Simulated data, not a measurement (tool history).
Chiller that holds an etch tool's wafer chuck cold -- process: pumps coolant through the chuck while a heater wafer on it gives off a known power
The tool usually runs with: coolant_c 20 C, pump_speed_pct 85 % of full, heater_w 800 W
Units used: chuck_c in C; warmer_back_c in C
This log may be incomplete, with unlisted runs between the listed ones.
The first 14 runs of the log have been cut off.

| run | hour | coolant_c | pump_speed_pct | heater_w | hours since the coolant was changed and the channels were flushed | hours since the pump was overhauled | hours since the chiller's thermometer was calibrated | chuck_c | warmer_back_c |
|---|---|---|---|---|---|---|---|---|---|
| 15 | 1064.4 | 20 | 85 | 800 | 1693 | 2302 | 2150 | 25.53 | 1.72 |
| 16 | 1115.1 | 20 | 85 | 800 | 1743 | 2353 | 2201 | 25.63 | 1.71 |
| 17 | 1210.4 | 20 | 85 | 800 | 1839 | 2448 | 2296 | 25.57 | 1.71 |
| 18 | 1309.9 | 20 | 80 | 577 | 1938 | 2548 | 2395 | 24.13 | 1.34 |
| 19 | 1358.4 | 11 | 85 | 800 | 1987 | 2596 | 2444 | 16.52 | 1.73 |
| 20 | 1429.8 | 11 | 85 | 800 | 2058 | 2668 | 2515 | 16.57 | 1.7 |
| 21 | 1520.6 | 11 | 85 | 800 | 2149 | 2758 | 2606 | 16.45 | 1.73 |
| 22 | 1574.5 | 11 | 63 | 883 | 2203 | 2812 | 2660 | 18.91 | 2.68 |
| 23 | 1647 | 11 | 63 | 883 | 2275 | 2885 | 2732 | 18.74 | 2.68 |
| 24 | 1748 | 11 | 63 | 883 | 2376 | 2986 | 2833 | 18.62 | 2.67 |
| 25 | 1810.9 | 11 | 63 | 883 | 2439 | 3049 | 2896 | 18.69 | 2.69 |
| 26 | 1861.1 | 20 | 69 | 775 | 2489 | 3099 | 2947 | 26.33 | 2.11 |
| 27 | 1935 | 20 | 69 | 775 | 2563 | 3173 | 3020 | 26.4 | 2.12 |
| 28 | 2038.9 | 20 | 69 | 775 | 2667 | 3277 | 3124 | 26.42 | 2.15 |
| 29 | 2109.9 | 20 | 69 | 775 | 2738 | 3348 | 3195 | 26.42 | 2.12 |
|  | 2212.7 | chiller's thermometer calibrated |
| 30 | 2218.1 | 27 | 83 | 464 | 2845 | 3455 | 5 | 30.5 | 1.03 |
| 31 | 2268.1 | 27 | 83 | 464 | 2895 | 3505 | 55 | 30.38 | 1.04 |
| 32 | 2326.2 | 11 | 92 | 893 | 2954 | 3563 | 114 | 17.01 | 1.76 |
| 33 | 2416 | 11 | 92 | 893 | 3043 | 3653 | 203 | 17.29 | 1.76 |

3 ways to go on from here, each from the tool as it stands after run 33. What would each give?
| A | 2464.3 | 11 | 92 | 867 | 3092 | 3701 | 252 | ? | ? |
| B | 2464.3 | 15 | 85 | 861 | 3092 | 3701 | 252 | ? | ? |
| C | 2464.3 | 10 | 85 | 647 | 3092 | 3701 | 252 | ? | ? |

| run | chuck_c | warmer_back_c |
|---|---|---|
| A | 16.92 | 1.72 |
| B | 21.2 | 1.86 |
| C | 14.8 | 1.39 |
With no hidden state in the tool, these same runs would have given:
| run | chuck_c | warmer_back_c |
|---|---|---|
| A | 16.57 | 1.68 |
| B | 20.83 | 1.82 |
| C | 14.51 | 1.36 |
